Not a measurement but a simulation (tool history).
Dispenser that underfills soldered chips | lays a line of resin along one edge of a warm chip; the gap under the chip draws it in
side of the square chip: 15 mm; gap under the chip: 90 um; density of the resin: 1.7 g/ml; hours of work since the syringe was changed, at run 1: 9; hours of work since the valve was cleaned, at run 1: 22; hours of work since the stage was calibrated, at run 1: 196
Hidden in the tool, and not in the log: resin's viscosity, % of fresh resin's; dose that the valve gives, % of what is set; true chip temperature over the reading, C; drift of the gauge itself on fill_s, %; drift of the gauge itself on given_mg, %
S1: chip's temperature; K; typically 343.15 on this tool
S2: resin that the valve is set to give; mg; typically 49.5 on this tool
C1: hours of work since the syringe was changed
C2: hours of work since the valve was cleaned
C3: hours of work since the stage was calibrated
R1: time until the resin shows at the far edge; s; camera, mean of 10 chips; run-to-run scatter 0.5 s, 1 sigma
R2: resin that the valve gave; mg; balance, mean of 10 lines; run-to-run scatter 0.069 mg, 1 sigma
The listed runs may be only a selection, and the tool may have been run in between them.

run   hour      S1    S2  C1  C2   C3     R1     R2
  1      0  343.15  49.5   9  22  196     83  49.21
       1.7  -- new syringe of resin
  2    8.5  343.15  44.8   5  27  201   57.1  44.44
  3   12.8  343.15  44.8   8  30  204   72.7  44.32
      16.9  -- new syringe of resin
  4   18.3  343.15  48.4   1  34  208   41.4  47.94
  5   26.3  343.15  48.4   6  39  213   63.9  47.71
  6   31.2  343.15  48.4  10  42  217   85.2  47.74
      32.2  -- new syringe of resin
  7   35.3  358.15  49.5   2  45  219   25.7  48.76
  8   41.9  354.15  49.5   7  50  224   42.9  48.67
      47.2  -- new syringe of resin
  9   49.5  354.15  49.5   2  54  229   27.5   48.6
 10   53.9  354.15  49.5   5  57  232   36.5   48.5
 11   60.1  355.15  49.5   9  62  236   50.4  48.68
      62.5  -- new syringe of resin
      64.2  -- dispensing valve cleaned and set on the balance
 12   66.1  355.15  49.5   2   1  239     27   49.6
 13   73.1  355.15  49.5   7   6  244   41.7  49.26
      78.7  -- new syringe of resin
 14   81.7  343.15  52.4   2  12  249   43.6  52.23
 15   89.9  343.15  52.4   8  17  255   68.6  52.07
        94  -- new syringe of resin
 16   95.5  343.15  52.4   1  21  258   40.2  51.94
 17  103.1  343.15  52.4   6  26  264   61.3  51.96
     108.9  -- new syringe of resin
 18  111.3  343.15  57.3   2  31  269   41.6  56.79
 19  118.8  329.15  58.7   7  36  274    117  58.06
       124  -- new syringe of resin
 20  126.4  337.15  43.7   2  41  279   56.3  43.19
 21  135.3  345.15  49.2   8  47  285   66.3  48.42
     139.1  -- new syringe of resin
 22  139.3  334.15  59.8   0  50  288   53.4   58.9
 23  143.9  334.15  59.8   3  53  291   67.5  58.69
 24  149.4  344.15  59.8   7  57  294   64.2  58.75
 25  153.1  352.15  64.2  10  59  297   56.9  62.99
     154.2  -- new syringe of resin
 26  157.7  337.15  49.5   2  62  300     58  48.45
     161.1  -- dispensing valve cleaned and set on the balance
 27  162.8  340.15    50   5   1  303   64.1  49.87
 28  169.1  335.15  55.3   9   5  307  111.8  55.26
     170.1  -- new syringe of resin
 29  175.8  339.15    53   4  10  311   57.9  52.92
 30    183  344.15  49.5   9  15  316   74.2  49.25
     185.1  -- new syringe of resin
 31  188.7  344.15  49.5   2  18  320   42.5  49.06
 32    196  333.15  53.6   7  23  325  100.8  53.22
     200.3  -- new syringe of resin
 33  203.2  341.15  42.5   2  28  329   47.5  42.07
 34  207.3  344.15  45.2   5  31  332   53.2  44.58
 35  212.4  344.15  45.2   8  34  336   71.5  44.78
     215.8  -- new syringe of resin
 36  217.3  341.15  43.8   1  37  339   44.5  43.21

Predict each of these 3 candidate next runs independently; none follows another, all start after run 36:
  A   226  341.15  59.1   7  43  345   ?   ?
  B   226  346.15  43.8   7  43  345   ?   ?
  C   226  334.15  47.4   7  43  345   ?   ?

run    R1     R2
  A  69.3  58.26
  B    60  43.14
  C  95.8  46.69
Had the tool no hidden state, the same runs would have come out as:
run    R1     R2
  A  41.7  59.16
  B  35.9  43.81
  C  57.5  47.41
